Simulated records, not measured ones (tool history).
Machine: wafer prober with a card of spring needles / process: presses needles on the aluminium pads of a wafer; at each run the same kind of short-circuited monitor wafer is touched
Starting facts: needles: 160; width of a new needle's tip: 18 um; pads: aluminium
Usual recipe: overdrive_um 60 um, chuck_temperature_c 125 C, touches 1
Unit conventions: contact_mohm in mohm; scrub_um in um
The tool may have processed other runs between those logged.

run,hour,overdrive_um,chuck_temperature_c,touches,contact_mohm,scrub_um
1,0.0,60,125,1,187,15.81
# hour 5.4: tips cleaned on abrasive film
# hour 16.1: tips cleaned on abrasive film
# hour 26.8: tips cleaned on abrasive film
# hour 40.1: tips cleaned on abrasive film
2,41.5,60,125,1,187,15.76
# hour 52.2: tips cleaned on abrasive film
# hour 62.9: tips cleaned on abrasive film
3,73.0,46,125,1,190,12.06
# hour 75.8: tips cleaned on abrasive film
# hour 86.4: tips cleaned on abrasive film
# hour 97.1: tips cleaned on abrasive film
# hour 107.8: tips cleaned on abrasive film
# hour 121.2: tips cleaned on abrasive film
# hour 134.5: tips cleaned on abrasive film
4,144.0,46,125,1,193,12.09
# hour 146.7: tips cleaned on abrasive film
# hour 160.1: tips cleaned on abrasive film
# hour 173.4: tips cleaned on abrasive film
5,178.0,60,125,2,188,15.72
# hour 186.0: tips cleaned on abrasive film
# hour 196.7: tips cleaned on abrasive film
# hour 210.0: tips cleaned on abrasive film
# hour 223.4: tips cleaned on abrasive film
6,226.8,60,125,1,190,15.66
# hour 234.8: tips cleaned on abrasive film
# hour 245.5: tips cleaned on abrasive film
# hour 251.1: height of the first contact set anew
# hour 256.5: tips cleaned on abrasive film
# hour 268.7: tips cleaned on abrasive film
7,268.7,60,125,1,189,15.73
# hour 279.4: tips cleaned on abrasive film
# hour 292.7: tips cleaned on abrasive film
# hour 306.0: tips cleaned on abrasive film
# hour 319.4: tips cleaned on abrasive film
# hour 330.1: tips cleaned on abrasive film
8,334.7,60,125,1,188,15.62
# hour 342.7: tips cleaned on abrasive film
# hour 353.4: tips cleaned on abrasive film
# hour 366.8: tips cleaned on abrasive film
# hour 380.1: tips cleaned on abrasive film
# hour 393.4: tips cleaned on abrasive film
9,403.9,47,125,1,187,12.29
# hour 406.6: tips cleaned on abrasive film
# hour 417.3: tips cleaned on abrasive film
# hour 430.7: tips cleaned on abrasive film
# hour 444.0: tips cleaned on abrasive film
10,452.2,60,125,3,188,15.66
# hour 454.9: tips cleaned on abrasive film
# hour 468.2: tips cleaned on abrasive film
# hour 481.6: tips cleaned on abrasive film
# hour 494.9: tips cleaned on abrasive film
11,494.9,60,125,3,185,15.54
# hour 505.6: tips cleaned on abrasive film
# hour 518.9: tips cleaned on abrasive film
12,527.1,60,125,3,186,15.64
# hour 529.9: tips cleaned on abrasive film
# hour 543.2: tips cleaned on abrasive film
# hour 553.9: tips cleaned on abrasive film
# hour 567.2: tips cleaned on abrasive film
13,575.0,60,125,3,183,15.54
# hour 580.4: tips cleaned on abrasive film
# hour 591.1: tips cleaned on abrasive film
# hour 604.4: tips cleaned on abrasive film
14,613.7,60,125,3,189,15.58
# hour 616.5: tips cleaned on abrasive film
# hour 627.2: tips cleaned on abrasive film
# hour 637.9: tips cleaned on abrasive film
# hour 651.2: tips cleaned on abrasive film
# hour 664.5: tips cleaned on abrasive film
15,665.7,60,50,1,173,15.50
# hour 676.4: tips cleaned on abrasive film
# hour 689.8: tips cleaned on abrasive film
# hour 703.1: tips cleaned on abrasive film
# hour 713.8: tips cleaned on abrasive film
# hour 727.1: tips cleaned on abrasive film
# hour 727.4: height of the first contact set anew
16,735.1,60,50,1,173,15.52
# hour 740.5: tips cleaned on abrasive film
# hour 751.2: tips cleaned on abrasive film
# hour 764.5: tips cleaned on abrasive film
# hour 775.2: tips cleaned on abrasive film
# hour 786.3: tips cleaned on abrasive film
17,786.3,60,50,1,169,15.46
# hour 797.0: tips cleaned on abrasive film
# hour 807.7: tips cleaned on abrasive film
# hour 821.0: tips cleaned on abrasive film
18,822.9,53,45,1,173,13.66
# hour 833.6: tips cleaned on abrasive film
# hour 847.0: tips cleaned on abrasive film
# hour 860.3: tips cleaned on abrasive film
# hour 873.6: tips cleaned on abrasive film
# hour 887.0: tips cleaned on abrasive film
19,891.2,60,52,1,172,15.50
# hour 899.2: tips cleaned on abrasive film
# hour 909.9: tips cleaned on abrasive film
# hour 923.3: tips cleaned on abrasive film
20,932.8,43,125,1,194,11.06
# hour 935.5: tips cleaned on abrasive film
# hour 946.2: tips cleaned on abrasive film
# hour 956.9: tips cleaned on abrasive film
# hour 970.2: tips cleaned on abrasive film
# hour 980.9: tips cleaned on abrasive film
# hour 991.6: tips cleaned on abrasive film
21,994.2,60,125,2,184,15.38
# hour 1004.9: tips cleaned on abrasive film
# hour 1015.6: tips cleaned on abrasive film
# hour 1028.9: tips cleaned on abrasive film
22,1039.2,60,125,2,184,15.44
# hour 1041.9: tips cleaned on abrasive film
# hour 1055.3: tips cleaned on abrasive film
# hour 1066.0: tips cleaned on abrasive film
# hour 1079.3: tips cleaned on abrasive film
23,1080.1,60,37,1,169,15.44
# hour 1090.7: tips cleaned on abrasive film
# hour 1101.4: tips cleaned on abrasive film
# hour 1114.8: tips cleaned on abrasive film
24,1117.6,43,28,2,176,11.09
# hour 1125.6: tips cleaned on abrasive film
# hour 1136.3: tips cleaned on abrasive film
# hour 1149.6: tips cleaned on abrasive film
# hour 1154.9: gauge calibrated
# hour 1160.3: tips cleaned on abrasive film
# hour 1173.6: tips cleaned on abrasive film
25,1182.4,43,28,2,172,11.36
# hour 1185.1: tips cleaned on abrasive film
# hour 1198.5: tips cleaned on abrasive film
# hour 1204.1: height of the first contact set anew
# hour 1209.5: tips cleaned on abrasive film
# hour 1220.2: tips cleaned on abrasive film
# hour 1233.5: tips cleaned on abrasive film
# hour 1244.2: tips cleaned on abrasive film
26,1246.5,60,75,1,183,15.73

Each run again, without the hidden state but with its own random variation kept:
The hidden state here: debris on the tips, nm; way that the needles fall short of the set height, um; tips' diameter, um; drift of the gauge itself on contact_mohm, %; drift of the gauge itself on scrub_um, %.
run,scrub_um
1,15.81
2,15.78
3,12.08
4,12.14
5,15.78
6,15.75
7,15.82
8,15.74
9,12.40
10,15.83
11,15.72
12,15.83
13,15.75
14,15.80
15,15.74
16,15.79
17,15.74
18,13.93
19,15.83
20,11.30
21,15.74
22,15.82
23,15.83
24,11.39
25,11.37
26,15.76
For contact_mohm, the value without the hidden state is never more than 1 mohm from the measured value.
